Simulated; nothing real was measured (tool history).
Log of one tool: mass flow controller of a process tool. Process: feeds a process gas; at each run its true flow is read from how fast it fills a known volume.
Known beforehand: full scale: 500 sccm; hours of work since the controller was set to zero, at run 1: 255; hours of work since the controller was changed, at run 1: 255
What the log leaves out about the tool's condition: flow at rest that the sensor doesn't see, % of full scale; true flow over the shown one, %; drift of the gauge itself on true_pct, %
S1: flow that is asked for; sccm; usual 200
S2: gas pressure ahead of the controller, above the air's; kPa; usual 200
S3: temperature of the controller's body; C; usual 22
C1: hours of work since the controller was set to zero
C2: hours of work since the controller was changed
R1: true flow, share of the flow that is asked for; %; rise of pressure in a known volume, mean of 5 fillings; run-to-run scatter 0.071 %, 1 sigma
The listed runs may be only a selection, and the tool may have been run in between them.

run,day,S1,S2,S3,C1,C2,R1
1,0,200,200,22,255,255,99.84
2,11.938,200,200,22,440,440,99.88
3,28.867,200,200,22,702,702,99.89
4,43.954,200,185,22,936,936,100.05
5,55.954,125,200,22,1122,1122,100.07
6,66.046,125,200,22,1278,1278,100.09
7,75.325,125,172,22,1422,1422,100.32
8,82.517,125,172,22,1534,1534,100.22
9,96.267,125,172,22,1747,1747,100.32
10,109.858,125,172,40,1958,1958,98.94
11,126.667,200,200,22,2218,2218,100.41
12,137.888,200,200,22,2392,2392,100.51
13,149.304,200,200,26,2569,2569,100.15
14,162.5,200,200,26,2774,2774,100.26
15,177.125,200,200,26,3000,3000,100.28
16,188.738,200,200,26,3180,3180,100.53
17,199.738,200,200,26,3351,3351,100.49
18,214.792,200,200,26,3584,3584,100.52
19,232.438,200,200,22,3858,3858,101.02
20,248.371,200,200,22,4105,4105,101.18
21,262.15,200,200,22,4318,4318,101.12
22,269.583,200,200,22,4434,4434,101.2
23,284.721,200,248,22,4668,4668,101.29
24,301.738,200,200,37,4932,4932,100.02
25,314.238,189,200,31,5126,5126,100.77
26,327.575,189,200,31,5333,5333,100.8
27,339.108,189,200,31,5511,5511,100.92
28,349.775,262,141,22,5677,5677,101.57
29,364.154,200,185,31,5900,5900,100.9
30,380.183,200,185,31,6148,6148,101.03
31,392.346,57,278,35,6337,6337,103.8
32,403.467,381,238,35,6509,6509,100.56
33,410.942,381,238,35,6625,6625,100.57
34,421.525,381,238,35,6789,6789,100.5
35,438.5,273,159,24,7052,7052,101.78
36,450.5,252,273,22,7238,7238,101.98
37,466.379,68,183,22,7484,7484,105.13
38,477.204,68,259,22,7652,7652,105.26
39,484.812,60,148,22,7770,7770,106.18
40,500.388,455,216,23,8012,8012,101.97
41,508.988,455,216,23,8145,8145,101.85
42,516.521,200,149,32,8262,8262,101.74
43,525.746,200,221,22,8405,8405,102.58
44,534.621,200,221,22,8542,8542,102.72
45,550.958,200,221,22,8795,8795,102.85
# day 560.562: controller's zero set anew
46,564.029,200,221,22,54,8998,101.12
47,576.729,200,221,22,251,9195,101.23

Below are 3 alternative next runs, each starting from the tool's condition after run 47. Predict each:
A,593.142,363,200,22,505,9449,?
B,593.142,178,147,27,505,9449,?
C,593.142,75,234,32,505,9449,?

run,R1
A,101.48
B,100.97
C,100.47
What these runs would have given with no unlogged condition in the tool:
run,R1
A,100.06
B,99.41
C,98.51

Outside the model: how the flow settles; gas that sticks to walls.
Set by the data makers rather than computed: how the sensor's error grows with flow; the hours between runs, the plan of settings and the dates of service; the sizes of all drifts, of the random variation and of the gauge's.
